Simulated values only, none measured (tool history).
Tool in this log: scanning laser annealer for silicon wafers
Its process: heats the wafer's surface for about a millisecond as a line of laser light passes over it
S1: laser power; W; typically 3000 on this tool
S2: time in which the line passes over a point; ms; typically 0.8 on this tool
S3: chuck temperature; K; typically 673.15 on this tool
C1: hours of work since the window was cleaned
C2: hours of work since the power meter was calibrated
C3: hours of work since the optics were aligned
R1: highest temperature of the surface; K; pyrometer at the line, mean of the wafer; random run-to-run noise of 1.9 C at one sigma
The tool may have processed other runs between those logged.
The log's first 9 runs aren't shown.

run 10 hour=74 | S1=3000 S2=0.8 S3=673.15 | C1=594 C2=88 C3=187 | R1=1411.15
-- hour=77.7 laser's power meter calibrated
run 11 hour=85.4 | S1=3000 S2=0.8 S3=673.15 | C1=600 C2=6 C3=194 | R1=1414.15
run 12 hour=96.5 | S1=3000 S2=0.8 S3=673.15 | C1=609 C2=15 C3=203 | R1=1416.15
-- hour=103.5 window over the wafer cleaned
run 13 hour=103.5 | S1=3000 S2=0.8 S3=673.15 | C1=0 C2=19 C3=207 | R1=1450.15
run 14 hour=111.9 | S1=3000 S2=0.8 S3=673.15 | C1=7 C2=26 C3=213 | R1=1449.15
run 15 hour=118.5 | S1=3000 S2=0.8 S3=673.15 | C1=12 C2=31 C3=218 | R1=1446.15
-- hour=131.1 laser's power meter calibrated, once more
run 16 hour=131.1 | S1=3000 S2=0.661 S3=673.15 | C1=19 C2=0 C3=226 | R1=1377.15
run 17 hour=142 | S1=2583 S2=0.661 S3=702.15 | C1=28 C2=9 C3=235 | R1=1295.15
run 18 hour=153.7 | S1=3155 S2=0.578 S3=695.15 | C1=37 C2=18 C3=244 | R1=1398.15
run 19 hour=159.7 | S1=3155 S2=0.985 S3=695.15 | C1=42 C2=23 C3=249 | R1=1598.15
run 20 hour=165.9 | S1=3000 S2=0.831 S3=658.15 | C1=47 C2=28 C3=254 | R1=1441.15
run 21 hour=175 | S1=3000 S2=0.831 S3=658.15 | C1=54 C2=35 C3=261 | R1=1440.15
run 22 hour=181.4 | S1=2566 S2=0.752 S3=673.15 | C1=59 C2=40 C3=266 | R1=1298.15
run 23 hour=187.9 | S1=3208 S2=0.8 S3=673.15 | C1=64 C2=45 C3=271 | R1=1505.15
run 24 hour=196.4 | S1=3208 S2=0.8 S3=673.15 | C1=71 C2=52 C3=278 | R1=1503.15
run 25 hour=202.4 | S1=3208 S2=0.8 S3=673.15 | C1=76 C2=56 C3=282 | R1=1501.15
run 26 hour=212.7 | S1=3208 S2=0.8 S3=673.15 | C1=84 C2=65 C3=291 | R1=1501.15
run 27 hour=222.1 | S1=2929 S2=0.834 S3=649.15 | C1=92 C2=72 C3=298 | R1=1409.15
run 28 hour=232.2 | S1=2929 S2=0.834 S3=649.15 | C1=100 C2=80 C3=306 | R1=1409.15
run 29 hour=243.6 | S1=2929 S2=0.834 S3=649.15 | C1=109 C2=89 C3=315 | R1=1408.15
run 30 hour=250.2 | S1=2929 S2=0.834 S3=649.15 | C1=114 C2=94 C3=320 | R1=1410.15
run 31 hour=259.8 | S1=2995 S2=0.834 S3=649.15 | C1=121 C2=102 C3=328 | R1=1425.15

Each row is a separate what-if for the run after 31, all from the same tool condition, not one after another. Results?
run A hour=267.1 | S1=3000 S2=0.656 S3=673.15 | C1=127 C2=108 C3=334 | R1=?
run B hour=267.1 | S1=3000 S2=0.8 S3=702.15 | C1=127 C2=108 C3=334 | R1=?
run C hour=267.1 | S1=2606 S2=0.834 S3=649.15 | C1=127 C2=108 C3=334 | R1=?
run D hour=267.1 | S1=2610 S2=0.937 S3=649.15 | C1=127 C2=108 C3=334 | R1=?
run E hour=267.1 | S1=2745 S2=0.909 S3=682.15 | C1=127 C2=108 C3=334 | R1=?

run=A R1=1371.15
run=B R1=1465.15
run=C R1=1309.15
run=D R1=1349.15
run=E R1=1411.15
Take away the tool's hidden state, keep each run's random variation, and the runs would have read:
run=A R1=1383.15
run=B R1=1478.15
run=C R1=1320.15
run=D R1=1361.15
run=E R1=1423.15
